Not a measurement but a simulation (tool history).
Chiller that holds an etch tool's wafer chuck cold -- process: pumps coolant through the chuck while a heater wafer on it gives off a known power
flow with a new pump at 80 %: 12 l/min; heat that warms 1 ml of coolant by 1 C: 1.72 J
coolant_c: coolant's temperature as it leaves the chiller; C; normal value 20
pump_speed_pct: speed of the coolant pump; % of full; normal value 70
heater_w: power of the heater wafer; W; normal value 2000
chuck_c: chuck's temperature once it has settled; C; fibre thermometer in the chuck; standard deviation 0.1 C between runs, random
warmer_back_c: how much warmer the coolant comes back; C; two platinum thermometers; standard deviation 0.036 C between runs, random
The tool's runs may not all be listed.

Run 1, hour 0: usual settings. Result: chuck_c 38.2 C, warmer_back_c 6.64 C.
Run 2, hour 32.3: usual settings. Result: chuck_c 38.2 C, warmer_back_c 6.64 C.
Run 3, hour 75.8: usual settings. Result: chuck_c 38 C, warmer_back_c 6.6 C.
Run 4, hour 113: usual settings. Result: chuck_c 38.3 C, warmer_back_c 6.67 C.
Run 5, hour 141.3: usual settings. Result: chuck_c 38.2 C, warmer_back_c 6.6 C.
Run 6, hour 182.5: usual settings but coolant_c 15 C. Result: chuck_c 33.1 C, warmer_back_c 6.62 C.
Run 7, hour 226.6: usual settings but coolant_c 15 C, heater_w 1996 W. Result: chuck_c 33.3 C, warmer_back_c 6.61 C.
Run 8, hour 283.5: usual settings. Result: chuck_c 38.3 C, warmer_back_c 6.59 C.
Run 9, hour 332.3: usual settings. Result: chuck_c 38.1 C, warmer_back_c 6.57 C.
Run 10, hour 364.7: usual settings but pump_speed_pct 71 % of full. Result: chuck_c 38.1 C, warmer_back_c 6.49 C.
Run 11, hour 401.1: usual settings but pump_speed_pct 71 % of full. Result: chuck_c 38.1 C, warmer_back_c 6.52 C.
Run 12, hour 434.5: usual settings but coolant_c 14 C, pump_speed_pct 78 % of full, heater_w 1413 W. Result: chuck_c 26.2 C, warmer_back_c 4.16 C.
Run 13, hour 468.8: usual settings but coolant_c 14 C, pump_speed_pct 78 % of full, heater_w 1413 W. Result: chuck_c 26.1 C, warmer_back_c 4.12 C.
Run 14, hour 523.7: usual settings but coolant_c 14 C, pump_speed_pct 78 % of full, heater_w 1413 W. Result: chuck_c 26.1 C, warmer_back_c 4.11 C.
Run 15, hour 584.9: usual settings but coolant_c 11 C, pump_speed_pct 62 % of full, heater_w 1913 W. Result: chuck_c 29.7 C, warmer_back_c 7.14 C.
Run 16, hour 630.5: usual settings but coolant_c 12 C, pump_speed_pct 79 % of full, heater_w 1333 W. Result: chuck_c 23.3 C, warmer_back_c 3.78 C.
Run 17, hour 676.1: usual settings but coolant_c 12 C, pump_speed_pct 79 % of full, heater_w 1333 W. Result: chuck_c 23.3 C, warmer_back_c 3.86 C.
Run 18, hour 723.4: usual settings but coolant_c 27 C, pump_speed_pct 96 % of full, heater_w 1369 W. Result: chuck_c 37.4 C, warmer_back_c 3.21 C.
Run 19, hour 775: usual settings but coolant_c 27 C, pump_speed_pct 96 % of full, heater_w 1369 W. Result: chuck_c 37.4 C, warmer_back_c 3.12 C.
Run 20, hour 826.6: usual settings but coolant_c 27 C, pump_speed_pct 67 % of full, heater_w 1863 W. Result: chuck_c 44.3 C, warmer_back_c 6.39 C.

Pick out some run-to-run changes in warmer_back_c. Of each, how much would a tool without hidden state show as well, from the settings, what came in and chance, and how much is left for the hidden state and any gauge scatter not in both results compared?
Hidden state at play: heat passed by the chuck's channels, % of clean ones'; flow at a given pump speed, % of a new pump's; coolant's true temperature over the reading, C; drift of the gauge itself on chuck_c, C; drift of the gauge itself on warmer_back_c, C.
Run 1 -> 2: no setting touched and nothing written in the log between the runs. warmer_back_c +0 C: hidden state -0.01, all else +0.01.
Run 13 -> 14: no setting touched and nothing written in the log between the runs. warmer_back_c -0.01 C: hidden state -0.02, all else +0.01.
Run 15 -> 16: coolant_c 11 -> 12, pump_speed_pct 62 -> 79, heater_w 1913 -> 1333. warmer_back_c -3.36 C: hidden state -0.01, all else -3.35.
Run 19 -> 20: pump_speed_pct 96 -> 67, heater_w 1369 -> 1863. warmer_back_c +3.27 C: hidden state -0.01, all else +3.28.
